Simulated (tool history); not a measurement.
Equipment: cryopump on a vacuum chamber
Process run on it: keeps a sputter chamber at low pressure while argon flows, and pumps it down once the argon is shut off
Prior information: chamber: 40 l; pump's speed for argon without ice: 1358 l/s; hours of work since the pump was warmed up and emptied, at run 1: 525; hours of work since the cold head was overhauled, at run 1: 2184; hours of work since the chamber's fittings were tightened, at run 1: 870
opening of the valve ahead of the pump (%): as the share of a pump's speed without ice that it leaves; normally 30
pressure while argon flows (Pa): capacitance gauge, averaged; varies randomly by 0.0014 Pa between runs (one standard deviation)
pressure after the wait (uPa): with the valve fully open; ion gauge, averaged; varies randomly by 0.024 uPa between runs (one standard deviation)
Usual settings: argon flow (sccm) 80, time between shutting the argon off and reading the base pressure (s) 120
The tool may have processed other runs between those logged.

run,day,argon flow (sccm),time between shutting the argon off and reading the base pressure (s),opening of the valve ahead of the pump (%),hours of work since the pump was warmed up and emptied,hours of work since the cold head was overhauled,hours of work since the chamber's fittings were tightened,pressure while argon flows (Pa),pressure after the wait (uPa)
1,0,80,120,30,525,2184,870,0.3624,2.09
# day 0.4: pump warmed up, emptied and cooled again
2,2.004,80,120,27,28,2216,902,0.3709,1.75
3,4.854,80,120,27,78,2266,952,0.3742,1.78
4,7.867,147,120,30,130,2318,1004,0.6265,1.96
5,9.517,80,190,30,159,2347,1033,0.3404,1.71
6,11.704,80,190,30,197,2385,1071,0.3424,1.77
7,13.488,80,190,30,229,2416,1102,0.3442,1.76
8,15.404,80,190,30,262,2450,1136,0.3484,1.91
9,18.058,80,120,30,308,2496,1182,0.3506,2.27
10,21.829,80,120,30,374,2562,1248,0.3556,2.35
11,24.767,120,120,30,426,2613,1299,0.5364,2.37
12,28.392,120,120,30,489,2677,1363,0.5439,2.59
# day 30.888: pump warmed up, emptied and cooled again
13,32,120,62,17,19,2736,1422,0.8886,2.91
14,35.712,80,73,19,84,2801,1487,0.5329,2.8
15,37.771,33,144,41,120,2837,1523,0.1029,2.33
16,40.717,44,186,37,172,2888,1574,0.1544,2.27
17,44.125,108,158,18,231,2948,1634,0.769,2.49
# day 44.55: leaking fittings of the chamber tightened, without venting
18,47.812,108,158,18,294,3011,57,0.7723,0.82
19,49.671,80,66,30,327,3043,89,0.3544,1.62
20,53.079,80,178,35,386,3103,149,0.3055,0.89
21,55.688,80,178,35,432,3149,195,0.3105,1
22,57.675,103,38,30,466,3183,229,0.4671,2.81
23,59.908,55,114,24,506,3222,268,0.3087,1.4
# day 61.521: pump warmed up, emptied and cooled again
24,62.354,80,143,30,15,3261,307,0.3317,1.06

Forecast each of these 5 alternatives for the next run:
A,64.667,80,156,30,55,3302,348,?,?
B,64.667,127,59,30,55,3302,348,?,?
C,64.667,80,43,30,55,3302,348,?,?
D,64.667,80,143,43,55,3302,348,?,?
E,64.667,146,74,20,55,3302,348,?,?

run,pressure while argon flows (Pa),pressure after the wait (uPa)
A,0.3354,1.15
B,0.5349,1.95
C,0.3371,2.42
D,0.2359,1.14
E,0.9136,1.72
The same runs, with their run-to-run variation unchanged, on a tool lacking any hidden condition would have given:
run,pressure while argon flows (Pa),pressure after the wait (uPa)
A,0.3308,0.78
B,0.5276,1.6
C,0.3324,2.07
D,0.2313,0.78
E,0.9053,1.36
